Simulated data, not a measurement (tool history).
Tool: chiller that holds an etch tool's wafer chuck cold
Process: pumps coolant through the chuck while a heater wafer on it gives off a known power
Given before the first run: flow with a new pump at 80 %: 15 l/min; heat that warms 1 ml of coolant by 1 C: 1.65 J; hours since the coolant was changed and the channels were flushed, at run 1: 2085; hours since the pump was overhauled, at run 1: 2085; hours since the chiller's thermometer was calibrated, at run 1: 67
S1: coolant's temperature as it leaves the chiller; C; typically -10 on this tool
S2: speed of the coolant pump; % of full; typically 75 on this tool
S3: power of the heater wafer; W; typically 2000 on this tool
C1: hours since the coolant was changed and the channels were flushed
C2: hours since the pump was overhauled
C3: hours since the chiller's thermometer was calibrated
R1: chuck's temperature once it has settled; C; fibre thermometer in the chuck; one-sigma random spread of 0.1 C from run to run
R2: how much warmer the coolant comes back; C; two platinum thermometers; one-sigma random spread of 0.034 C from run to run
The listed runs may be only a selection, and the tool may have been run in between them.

{"run": 1, "day": 0.0, "S1": -10, "S2": 75, "S3": 2000, "C1": 2085, "C2": 2085, "C3": 67, "R1": 9.1, "R2": 5.71}
{"run": 2, "day": 5.371, "S1": -10, "S2": 75, "S3": 2000, "C1": 2214, "C2": 2214, "C3": 196, "R1": 9.5, "R2": 5.82}
{"run": 3, "day": 12.304, "S1": -10, "S2": 75, "S3": 2000, "C1": 2380, "C2": 2380, "C3": 363, "R1": 9.5, "R2": 5.82}
{"run": 4, "day": 17.692, "S1": -10, "S2": 75, "S3": 2000, "C1": 2510, "C2": 2510, "C3": 492, "R1": 9.9, "R2": 5.9}
{"run": 5, "day": 24.546, "S1": -10, "S2": 75, "S3": 2000, "C1": 2674, "C2": 2674, "C3": 656, "R1": 10.1, "R2": 5.89}
{"run": 6, "day": 28.729, "S1": -10, "S2": 75, "S3": 2000, "C1": 2775, "C2": 2775, "C3": 757, "R1": 10.6, "R2": 5.93}
{"run": 7, "day": 33.621, "S1": -10, "S2": 75, "S3": 2000, "C1": 2892, "C2": 2892, "C3": 874, "R1": 10.7, "R2": 6.02}
{"run": 8, "day": 37.425, "S1": -10, "S2": 75, "S3": 2000, "C1": 2983, "C2": 2983, "C3": 966, "R1": 11.0, "R2": 6.04}
{"run": 9, "day": 45.129, "S1": -10, "S2": 75, "S3": 2000, "C1": 3168, "C2": 3168, "C3": 1151, "R1": 11.3, "R2": 6.06}
{"run": 10, "day": 48.992, "S1": -12, "S2": 75, "S3": 2000, "C1": 3261, "C2": 3261, "C3": 1243, "R1": 9.3, "R2": 6.08}
{"run": 11, "day": 53.871, "S1": -19, "S2": 75, "S3": 1020, "C1": 3378, "C2": 3378, "C3": 1360, "R1": -8.1, "R2": 3.12}
{"run": 12, "day": 59.517, "S1": -19, "S2": 75, "S3": 1020, "C1": 3513, "C2": 3513, "C3": 1496, "R1": -8.0, "R2": 3.18}
{"run": 13, "day": 68.25, "S1": -19, "S2": 75, "S3": 1020, "C1": 3723, "C2": 3723, "C3": 1705, "R1": -7.7, "R2": 3.18}
{"run": 14, "day": 75.283, "S1": -10, "S2": 75, "S3": 1557, "C1": 3892, "C2": 3892, "C3": 1874, "R1": 7.8, "R2": 4.94}
{"day": 76.671, "done": "coolant pump overhauled"}
{"day": 78.946, "done": "coolant changed, channels flushed"}
{"run": 15, "day": 79.479, "S1": -2, "S2": 75, "S3": 2000, "C1": 13, "C2": 61, "C3": 1964, "R1": 13.2, "R2": 5.27}
{"run": 16, "day": 83.317, "S1": -7, "S2": 67, "S3": 1877, "C1": 105, "C2": 153, "C3": 2056, "R1": 9.1, "R2": 5.62}
{"run": 17, "day": 87.104, "S1": -19, "S2": 62, "S3": 2584, "C1": 196, "C2": 244, "C3": 2147, "R1": 4.8, "R2": 8.47}
{"run": 18, "day": 92.45, "S1": -17, "S2": 67, "S3": 1234, "C1": 324, "C2": 373, "C3": 2275, "R1": -6.5, "R2": 3.76}

Forecast run 19:
{"run": 19, "day": 99.088, "S1": -17, "S2": 67, "S3": 1234, "C1": 483, "C2": 532, "C3": 2435, "R1": "?", "R2": "?"}

Run 19 came out at R1 -6.3 C, R2 3.72 C.
If the tool had no hidden condition, the same run with the same run-to-run variation would have returned R1 -6.4 C, R2 3.62 C.
